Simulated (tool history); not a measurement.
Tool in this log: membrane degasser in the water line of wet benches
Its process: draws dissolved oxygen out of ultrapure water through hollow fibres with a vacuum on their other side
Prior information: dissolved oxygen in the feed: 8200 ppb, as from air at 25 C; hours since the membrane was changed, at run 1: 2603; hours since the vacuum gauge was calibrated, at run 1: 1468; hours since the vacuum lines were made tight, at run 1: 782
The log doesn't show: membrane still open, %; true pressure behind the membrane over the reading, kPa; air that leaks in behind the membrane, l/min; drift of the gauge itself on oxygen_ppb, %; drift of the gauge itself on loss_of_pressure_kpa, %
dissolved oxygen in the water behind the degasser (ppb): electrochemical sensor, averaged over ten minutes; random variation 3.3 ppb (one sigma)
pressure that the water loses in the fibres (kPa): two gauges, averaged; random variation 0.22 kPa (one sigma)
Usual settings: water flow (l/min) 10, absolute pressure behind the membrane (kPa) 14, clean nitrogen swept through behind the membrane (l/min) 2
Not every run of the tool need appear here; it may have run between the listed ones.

run    hour  water flow (l/min)  absolute pressure behind the membrane (kPa)  clean nitrogen swept through behind the membrane (l/min)  hours since the membrane was changed  hours since the vacuum gauge was calibrated  hours since the vacuum lines were made tight  dissolved oxygen in the water behind the degasser (ppb)  pressure that the water loses in the fibres (kPa)
  1       0                  10                                           14                                                         2                                  2603                                         1468                                           782                                                    343.7                                              55.29
  2    56.1                  10                                           14                                                      2.42                                  2659                                         1525                                           838                                                    329.1                                              55.25
  3   152.9                  10                                           14                                                      2.42                                  2756                                         1621                                           935                                                    320.3                                              55.07
  4     206                  10                                           14                                                         2                                  2809                                         1674                                           988                                                    346.7                                              55.09
  5   273.2                  10                                           14                                                         2                                  2876                                         1742                                          1055                                                    350.7                                              55.06
  6   368.7                  10                                           14                                                         2                                  2972                                         1837                                          1151                                                    346.3                                              55.48
  7   427.2                  10                                           14                                                      0.93                                  3030                                         1896                                          1209                                                    480.4                                              54.78
  8   489.8                  10                                           14                                                         2                                  3093                                         1958                                          1272                                                    350.2                                              55.75
  9   573.5                  10                                         10.1                                                         2                                  3177                                         2042                                          1355                                                    312.3                                              54.86
 10   645.3                  10                                           14                                                      2.84                                  3248                                         2114                                          1427                                                    316.4                                              55.48
 11   695.9                  10                                         30.7                                                         2                                  3299                                         2164                                          1478                                                    533.5                                              55.43
 12   764.2                  10                                         30.7                                                         2                                  3367                                         2233                                          1546                                                    539.1                                              55.23
 13   816.4                  10                                         17.8                                                      1.16                                  3420                                         2285                                          1598                                                    506.8                                              54.72
 14   861.3                   8                                         17.8                                                      1.16                                  3464                                         2330                                          1643                                                    399.5                                              44.21
 15   912.2                  10                                         17.2                                                      1.16                                  3515                                         2381                                          1694                                                    496.3                                               55.7
 16   952.1                   9                                         11.2                                                      0.84                                  3555                                         2421                                          1734                                                    396.3                                              50.06
 17  1038.1                   8                                         14.6                                                      1.66                                  3641                                         2507                                          1820                                                    288.7                                              44.21
 18  1108.2                  12                                           14                                                      3.43                                  3711                                         2577                                          1890                                                      383                                              66.37
 19  1200.3                  12                                         10.1                                                       2.2                                  3803                                         2669                                          1982                                                    385.7                                              65.73
 20  1273.2                  12                                         10.1                                                       2.2                                  3876                                         2742                                          2055                                                    389.6                                              66.23

Consider 3 possible next runs. They are alternatives, not a sequence: every one starts from the tool as it was left by run 20. What does each give?
  A  1322.1                  13                                         21.8                                                       1.6                                  3925                                         2791                                          2104                                                        ?                                                  ?
  B  1322.1                   6                                         19.4                                                       1.3                                  3925                                         2791                                          2104                                                        ?                                                  ?
  C  1322.1                   7                                         10.2                                                      0.83                                  3925                                         2791                                          2104                                                        ?                                                  ?

run  dissolved oxygen in the water behind the degasser (ppb)  pressure that the water loses in the fibres (kPa)
  A                                                    661.3                                              72.46
  B                                                    282.6                                              33.24
  C                                                    271.3                                              38.93
With the hidden condition removed and each run's random variation left untouched, the same runs would have given:
run  dissolved oxygen in the water behind the degasser (ppb)  pressure that the water loses in the fibres (kPa)
  A                                                    629.6                                              70.69
  B                                                    264.8                                              32.42
  C                                                    251.5                                              37.98
